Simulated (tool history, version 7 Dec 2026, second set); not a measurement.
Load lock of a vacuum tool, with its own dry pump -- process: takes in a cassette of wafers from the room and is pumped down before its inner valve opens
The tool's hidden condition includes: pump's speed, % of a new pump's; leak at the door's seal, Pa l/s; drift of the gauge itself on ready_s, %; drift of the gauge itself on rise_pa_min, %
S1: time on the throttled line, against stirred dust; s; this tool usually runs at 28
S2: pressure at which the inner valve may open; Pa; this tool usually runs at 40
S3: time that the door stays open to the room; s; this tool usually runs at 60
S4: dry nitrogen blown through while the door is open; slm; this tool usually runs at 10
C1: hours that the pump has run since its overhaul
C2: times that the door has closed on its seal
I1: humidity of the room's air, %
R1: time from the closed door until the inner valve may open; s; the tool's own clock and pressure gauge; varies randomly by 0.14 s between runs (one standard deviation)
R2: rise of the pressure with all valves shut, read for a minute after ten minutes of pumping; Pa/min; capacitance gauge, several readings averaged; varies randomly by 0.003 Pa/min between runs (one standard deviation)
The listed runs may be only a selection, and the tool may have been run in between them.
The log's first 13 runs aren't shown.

run,day,S1,S2,S3,S4,C1,C2,I1,R1,R2
14,32.108,28,40,60,10,5264,4076,44.5,39.6,0.041
15,33.758,28,40,60,10,5304,4138,45.8,39.6,0.047
16,36.642,28,40,60,5,5373,4247,43.2,39.4,0.056
17,39.55,28,40,60,5,5443,4356,44.8,39.4,0.057
18,42.904,28,40,60,5,5523,4483,42.5,39.3,0.054
19,44.646,28,40,60,10,5565,4548,45.1,39.7,0.046
20,47.308,28,54,90,10,5629,4649,47.9,38.9,0.051
21,50.571,26,45,60,41,5707,4772,42.1,37.6,0.026
22,52.333,26,37,108,16,5750,4838,44.5,38.2,0.05
23,55.3,15,32,76,20,5821,4950,43.7,28.8,0.044
24,57.588,40,37,118,9,5876,5036,43.6,50.3,0.063
25,61.346,40,37,118,9,5966,5178,44.2,50.3,0.062
26,65.05,40,37,118,9,6055,5317,44.6,50.3,0.064
27,66.912,40,37,118,9,6100,5388,43.6,50.4,0.062
28,70.538,18,37,100,9,6187,5524,45,31.1,0.069
29,73.817,50,40,60,12,6265,5648,45.8,59.1,0.045
30,76.467,50,40,29,12,6329,5748,45.6,59.3,0.035
31,79.167,21,45,180,39,6394,5850,47,33.3,0.044
32,83.125,28,54,60,21,6489,5999,43.2,38.8,0.035
33,86.017,28,32,94,10,6558,6108,44,40.3,0.061
34,88.862,28,52,94,6,6626,6215,44.3,39.2,0.066
35,91.225,28,55,36,16,6683,6304,44.5,39.1,0.028
36,93.162,28,55,51,18,6730,6377,44.6,38.8,0.035
37,96.738,35,40,60,10,6815,6512,45.3,46.1,0.047
38,100.338,35,40,60,10,6902,6648,47.4,45.9,0.049

Here are 3 independent what-if runs from the current tool condition. What would each one return?
A,102.492,35,66,60,6,6953,6729,44.2,?,?
B,102.492,14,40,169,10,6953,6729,46.6,?,?
C,102.492,21,40,123,12,6953,6729,43.3,?,?

run,R1,R2
A,45.1,0.053
B,27.3,0.069
C,33.5,0.055
What these runs would have given with no unlogged condition in the tool:
run,R1,R2
A,44.1,0.047
B,26.1,0.063
C,32.3,0.049
